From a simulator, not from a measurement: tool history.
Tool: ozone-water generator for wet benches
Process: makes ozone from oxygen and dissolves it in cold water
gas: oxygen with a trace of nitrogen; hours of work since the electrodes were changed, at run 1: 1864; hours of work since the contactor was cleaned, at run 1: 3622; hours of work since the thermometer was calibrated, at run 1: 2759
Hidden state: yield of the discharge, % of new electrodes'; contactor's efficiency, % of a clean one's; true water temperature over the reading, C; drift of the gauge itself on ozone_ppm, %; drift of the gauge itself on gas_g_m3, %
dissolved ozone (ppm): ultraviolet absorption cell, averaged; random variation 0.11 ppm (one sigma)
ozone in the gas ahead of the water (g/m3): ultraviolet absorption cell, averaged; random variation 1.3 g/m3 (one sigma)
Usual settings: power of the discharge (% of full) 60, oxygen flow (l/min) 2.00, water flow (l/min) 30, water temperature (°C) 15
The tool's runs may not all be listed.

| run | hour | power of the discharge (% of full) | oxygen flow (l/min) | water flow (l/min) | water temperature (°C) | hours of work since the electrodes were changed | hours of work since the contactor was cleaned | hours of work since the thermometer was calibrated | dissolved ozone (ppm) | ozone in the gas ahead of the water (g/m3) |
|---|---|---|---|---|---|---|---|---|---|---|
| 1 | 0.0 | 60 | 2.00 | 30 | 15 | 1864 | 3622 | 2759 | 9.4 | 235.4 |
| 2 | 82.5 | 60 | 1.09 | 30 | 15 | 1942 | 3700 | 2837 | 8.0 | 344.8 |
| 3 | 185.7 | 60 | 1.09 | 30 | 15 | 2039 | 3797 | 2934 | 8.4 | 346.9 |
| 4 | 323.1 | 60 | 2.00 | 30 | 15 | 2168 | 3926 | 3063 | 9.4 | 235.0 |
| 5 | 456.6 | 60 | 2.00 | 30 | 15 | 2294 | 4052 | 3189 | 9.2 | 233.2 |
| 6 | 547.8 | 60 | 2.00 | 30 | 15 | 2379 | 4138 | 3274 | 9.3 | 232.6 |
| 7 | 675.2 | 60 | 2.00 | 30 | 15 | 2499 | 4257 | 3394 | 9.6 | 233.4 |
| 8 | 735.3 | 60 | 2.00 | 30 | 15 | 2556 | 4314 | 3451 | 9.4 | 233.5 |
| 9 | 862.9 | 60 | 2.00 | 30 | 15 | 2676 | 4434 | 3571 | 9.3 | 234.5 |
| 10 | 970.8 | 51 | 2.00 | 30 | 15 | 2778 | 4536 | 3673 | 8.3 | 211.1 |
| 11 | 1042.5 | 60 | 2.00 | 30 | 11 | 2845 | 4603 | 3740 | 9.6 | 234.4 |
| 12 | 1179.8 | 60 | 2.00 | 30 | 11 | 2974 | 4732 | 3869 | 9.3 | 234.3 |
| 13 | 1237.7 | 60 | 2.00 | 30 | 18 | 3029 | 4787 | 3924 | 9.2 | 230.2 |
| 14 | 1333.2 | 60 | 2.00 | 30 | 15 | 3119 | 4877 | 4014 | 9.3 | 231.4 |
| 15 | 1404.9 | 60 | 2.00 | 30 | 20 | 3186 | 4944 | 4081 | 9.0 | 232.1 |
|  | 1470.4 | contactor cleaned |
| 16 | 1529.5 | 60 | 2.00 | 30 | 20 | 3300 | 56 | 4195 | 9.1 | 232.0 |
| 17 | 1595.1 | 60 | 2.00 | 30 | 20 | 3361 | 117 | 4256 | 9.0 | 229.3 |
| 18 | 1664.5 | 60 | 2.00 | 30 | 20 | 3427 | 183 | 4322 | 9.1 | 230.9 |
| 19 | 1798.5 | 60 | 1.11 | 30 | 13 | 3553 | 309 | 4448 | 8.0 | 340.2 |
| 20 | 1936.3 | 60 | 1.11 | 30 | 13 | 3682 | 438 | 4577 | 8.1 | 338.5 |
| 21 | 2044.2 | 60 | 1.11 | 26 | 13 | 3784 | 540 | 4679 | 9.6 | 338.1 |

Forecast run 22:
| 22 | 2160.4 | 73 | 2.00 | 41 | 13 | 3893 | 649 | 4788 | ? | ? |

Run 22 gave dissolved ozone (ppm) 7.1, ozone in the gas ahead of the water (g/m3) 259.0.
Without the tool's hidden state the same run would have given dissolved ozone (ppm) 7.1, ozone in the gas ahead of the water (g/m3) 263.3.
